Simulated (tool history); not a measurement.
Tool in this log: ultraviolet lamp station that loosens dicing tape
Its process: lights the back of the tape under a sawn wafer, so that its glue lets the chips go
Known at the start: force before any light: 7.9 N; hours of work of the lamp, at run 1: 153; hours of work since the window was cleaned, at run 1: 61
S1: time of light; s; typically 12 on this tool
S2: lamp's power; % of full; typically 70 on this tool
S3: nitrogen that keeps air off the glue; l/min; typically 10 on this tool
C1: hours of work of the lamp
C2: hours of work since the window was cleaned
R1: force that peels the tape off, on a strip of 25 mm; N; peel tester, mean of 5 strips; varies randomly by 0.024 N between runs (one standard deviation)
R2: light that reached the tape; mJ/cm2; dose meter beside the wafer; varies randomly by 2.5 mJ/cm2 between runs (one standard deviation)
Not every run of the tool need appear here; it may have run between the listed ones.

| run | day | S1 | S2 | S3 | C1 | C2 | R1 | R2 |
|---|---|---|---|---|---|---|---|---|
| 1 | 0 | 12 | 70 | 10 | 153 | 61 | 1.298 | 285 |
| 2 | 1.583 | 12 | 70 | 10 | 174 | 82 | 1.318 | 285 |
| 3 | 2.896 | 12 | 70 | 10 | 192 | 100 | 1.361 | 280 |
| 4 | 3.758 | 12 | 70 | 8 | 204 | 112 | 1.559 | 283 |
| 5 | 5.308 | 12 | 70 | 8 | 224 | 133 | 1.561 | 280 |
| 6 | 6.546 | 12 | 70 | 8 | 241 | 149 | 1.596 | 279 |
| 7 | 7.921 | 12 | 70 | 8 | 260 | 168 | 1.592 | 271 |
| 8 | 8.908 | 13 | 70 | 10 | 273 | 181 | 1.25 | 295 |
| 9 | 9.883 | 13 | 70 | 11 | 286 | 194 | 1.153 | 293 |
| 10 | 11.475 | 13 | 70 | 11 | 308 | 216 | 1.205 | 291 |
| 11 | 12.838 | 13 | 70 | 11 | 326 | 234 | 1.274 | 291 |
| 12 | 14.229 | 13 | 70 | 11 | 345 | 253 | 1.248 | 289 |
| 13 | 15.025 | 13 | 70 | 11 | 355 | 264 | 1.229 | 286 |
| 14 | 15.783 | 12 | 69 | 11 | 366 | 274 | 1.486 | 259 |
| 15 | 17.546 | 12 | 69 | 11 | 389 | 298 | 1.502 | 257 |
| 16 | 19.212 | 12 | 76 | 10 | 412 | 320 | 1.379 | 281 |
| 17 | 20.542 | 7 | 70 | 15 | 430 | 338 | 2.65 | 149 |
| 18 | 22.092 | 6 | 70 | 7 | 451 | 359 | 3.99 | 129 |
| 19 | 23.788 | 21 | 67 | 9 | 474 | 382 | 0.66 | 421 |
| 20 | 25.233 | 19 | 79 | 4 | 493 | 401 | 1.155 | 445 |
| 21 | 26.546 | 8 | 67 | 6 | 511 | 419 | 3.423 | 157 |
|  | 26.675 | window cleaned of glue's vapour |
| 22 | 27.479 | 8 | 67 | 6 | 523 | 11 | 3.517 | 161 |
| 23 | 28.958 | 10 | 86 | 6 | 543 | 31 | 2.037 | 260 |
| 24 | 30.125 | 10 | 86 | 6 | 559 | 47 | 1.987 | 259 |
| 25 | 31.275 | 10 | 94 | 11 | 574 | 62 | 1.305 | 280 |
| 26 | 32.758 | 10 | 70 | 10 | 594 | 82 | 2.176 | 210 |

Here are 5 independent what-if runs from the current tool condition. What would each one return?
| A | 34.208 | 17 | 64 | 5 | 614 | 102 | ? | ? |
| B | 34.208 | 10 | 63 | 18 | 614 | 102 | ? | ? |
| C | 34.208 | 10 | 70 | 18 | 614 | 102 | ? | ? |
| D | 34.208 | 7 | 83 | 10 | 614 | 102 | ? | ? |
| E | 34.208 | 10 | 61 | 5 | 614 | 102 | ? | ? |

| run | R1 | R2 |
|---|---|---|
| A | 1.631 | 319 |
| B | 1.959 | 186 |
| C | 1.721 | 206 |
| D | 2.673 | 171 |
| E | 3.291 | 181 |
With no hidden state in the tool, these same runs would have given:
| run | R1 | R2 |
|---|---|---|
| A | 1.155 | 392 |
| B | 1.434 | 228 |
| C | 1.222 | 253 |
| D | 2.095 | 210 |
| E | 2.698 | 223 |
